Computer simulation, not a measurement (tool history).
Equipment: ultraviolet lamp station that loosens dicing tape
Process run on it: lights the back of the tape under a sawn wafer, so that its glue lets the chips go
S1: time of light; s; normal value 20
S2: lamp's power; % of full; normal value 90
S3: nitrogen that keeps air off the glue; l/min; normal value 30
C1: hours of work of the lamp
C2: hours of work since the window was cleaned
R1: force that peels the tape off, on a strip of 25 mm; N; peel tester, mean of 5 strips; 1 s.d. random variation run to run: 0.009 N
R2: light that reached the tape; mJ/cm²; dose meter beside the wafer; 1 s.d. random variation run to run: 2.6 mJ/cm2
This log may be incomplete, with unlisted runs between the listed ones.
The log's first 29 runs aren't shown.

{"run": 30, "hour": 564.4, "S1": 22, "S2": 67, "S3": 24, "C1": 403, "C2": 68, "R1": 0.781, "R2": 204}
{"run": 31, "hour": 591.8, "S1": 20, "S2": 97, "S3": 53, "C1": 421, "C2": 86, "R1": 0.439, "R2": 267}
{"run": 32, "hour": 618.9, "S1": 20, "S2": 97, "S3": 53, "C1": 439, "C2": 103, "R1": 0.451, "R2": 261}
{"run": 33, "hour": 636.3, "S1": 27, "S2": 69, "S3": 23, "C1": 450, "C2": 115, "R1": 0.615, "R2": 247}
{"run": 34, "hour": 655.0, "S1": 15, "S2": 62, "S3": 14, "C1": 462, "C2": 127, "R1": 1.739, "R2": 122}
{"run": 35, "hour": 677.9, "S1": 15, "S2": 62, "S3": 14, "C1": 477, "C2": 142, "R1": 1.752, "R2": 124}
{"run": 36, "hour": 696.6, "S1": 31, "S2": 83, "S3": 10, "C1": 489, "C2": 154, "R1": 0.498, "R2": 328}
{"run": 37, "hour": 713.2, "S1": 31, "S2": 82, "S3": 35, "C1": 500, "C2": 165, "R1": 0.356, "R2": 326}
{"run": 38, "hour": 735.2, "S1": 20, "S2": 93, "S3": 22, "C1": 514, "C2": 179, "R1": 0.708, "R2": 230}
{"run": 39, "hour": 754.8, "S1": 22, "S2": 85, "S3": 28, "C1": 527, "C2": 192, "R1": 0.662, "R2": 236}
{"run": 40, "hour": 778.8, "S1": 24, "S2": 77, "S3": 24, "C1": 543, "C2": 207, "R1": 0.676, "R2": 221}
{"run": 41, "hour": 796.6, "S1": 11, "S2": 77, "S3": 53, "C1": 554, "C2": 219, "R1": 1.667, "R2": 103}
{"run": 42, "hour": 821.9, "S1": 20, "S2": 65, "S3": 11, "C1": 571, "C2": 235, "R1": 1.422, "R2": 156}
{"run": 43, "hour": 838.8, "S1": 11, "S2": 60, "S3": 11, "C1": 582, "C2": 246, "R1": 2.509, "R2": 72}

3 ways to go on from here, each from the tool as it stands after run 43. What would each give?
{"run": "A", "hour": 866.0, "S1": 11, "S2": 90, "S3": 30, "C1": 599, "C2": 264, "R1": "?", "R2": "?"}
{"run": "B", "hour": 866.0, "S1": 12, "S2": 69, "S3": 11, "C1": 599, "C2": 264, "R1": "?", "R2": "?"}
{"run": "C", "hour": 866.0, "S1": 12, "S2": 88, "S3": 30, "C1": 599, "C2": 264, "R1": "?", "R2": "?"}

run=A R1=1.594 R2=113
run=B R1=2.288 R2=96
run=C R1=1.534 R2=121
Take away the tool's hidden state, keep each run's random variation, and the runs would have read:
run=A R1=0.971 R2=172
run=B R1=1.607 R2=146
run=C R1=0.913 R2=184
